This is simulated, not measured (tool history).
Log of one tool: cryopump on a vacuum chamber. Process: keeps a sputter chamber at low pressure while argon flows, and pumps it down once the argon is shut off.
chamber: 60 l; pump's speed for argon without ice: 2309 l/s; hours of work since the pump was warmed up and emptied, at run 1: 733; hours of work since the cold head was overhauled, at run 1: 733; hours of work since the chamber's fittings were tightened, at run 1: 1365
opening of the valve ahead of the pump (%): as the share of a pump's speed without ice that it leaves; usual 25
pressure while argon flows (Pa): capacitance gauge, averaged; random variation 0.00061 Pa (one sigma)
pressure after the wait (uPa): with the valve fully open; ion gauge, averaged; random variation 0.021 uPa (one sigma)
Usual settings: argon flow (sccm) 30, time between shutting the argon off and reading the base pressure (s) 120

run,day,argon flow (sccm),time between shutting the argon off and reading the base pressure (s),opening of the valve ahead of the pump (%),hours of work since the pump was warmed up and emptied,hours of work since the cold head was overhauled,hours of work since the chamber's fittings were tightened,pressure while argon flows (Pa),pressure after the wait (uPa)
1,0,30,120,25,733,733,1365,0.0899,0.73
2,0.671,14,120,25,741,741,1373,0.0417,0.73
3,2.179,54,120,25,761,761,1393,0.1615,0.79
4,3.629,27,120,25,779,779,1411,0.0818,0.78
5,4.571,27,120,25,792,792,1423,0.0816,0.77
6,5.704,27,120,25,806,806,1438,0.082,0.76
7,7.004,27,120,25,823,823,1455,0.0815,0.77
8,7.717,27,120,25,832,832,1464,0.0816,0.83
9,8.446,48,120,25,841,841,1473,0.1449,0.79
10,9.975,48,21,25,861,861,1493,0.1448,1.79
11,10.692,48,21,25,870,870,1502,0.1467,1.86
12,11.575,48,21,46,882,882,1513,0.0817,1.87
13,12.229,30,120,20,890,890,1522,0.1122,0.83
14,13.262,30,120,20,903,903,1535,0.1123,0.83
15,14.467,30,120,20,919,919,1551,0.1118,0.78
16,15.896,30,120,20,937,937,1569,0.1134,0.81
17,16.521,49,120,25,945,945,1577,0.1499,0.82
18,17.562,49,24,48,959,959,1590,0.08,1.73
19,19.088,47,103,48,978,978,1610,0.0765,0.9
20,19.733,30,115,25,987,987,1618,0.0919,0.87
21,21.075,28,65,21,1004,1004,1636,0.1006,1.06
22,22.379,42,77,25,1021,1021,1652,0.1279,0.96
23,23.554,20,120,21,1036,1036,1667,0.0714,0.87
24,24.35,31,37,44,1046,1046,1678,0.0561,1.34
25,25.204,23,24,25,1057,1057,1689,0.0707,1.74
26,26.671,12,190,17,1076,1076,1708,0.0533,0.8
27,27.892,12,190,17,1091,1091,1723,0.0528,0.76
28,29.225,12,190,17,1109,1109,1740,0.0527,0.84
29,30.504,18,188,29,1125,1125,1757,0.047,0.8
# day 31.471: pump warmed up, emptied and cooled again
30,31.925,15,120,25,6,1141,1772,0.0447,0.78
31,33.262,15,120,25,23,1158,1790,0.0441,0.85
32,33.946,41,120,25,32,1167,1798,0.1205,0.82
33,35.021,47,120,27,46,1180,1812,0.1274,0.8
34,36.483,25,120,25,64,1199,1831,0.0746,0.8

Hidden state at the last listed run before each entry between runs and at the first one after, where it differs:
Between runs 29 and 30: pump warmed up, emptied and cooled again (day 31.471)
  pump's speed, % of a pump's without ice: 85.8 -> 99.8; leak into the chamber, uPa l/s: 1340 -> 1348
  measured less the result without the state, pressure while argon flows (Pa): +0.0025 -> +0.0002; pressure after the wait (uPa): +0.54 -> +0.45
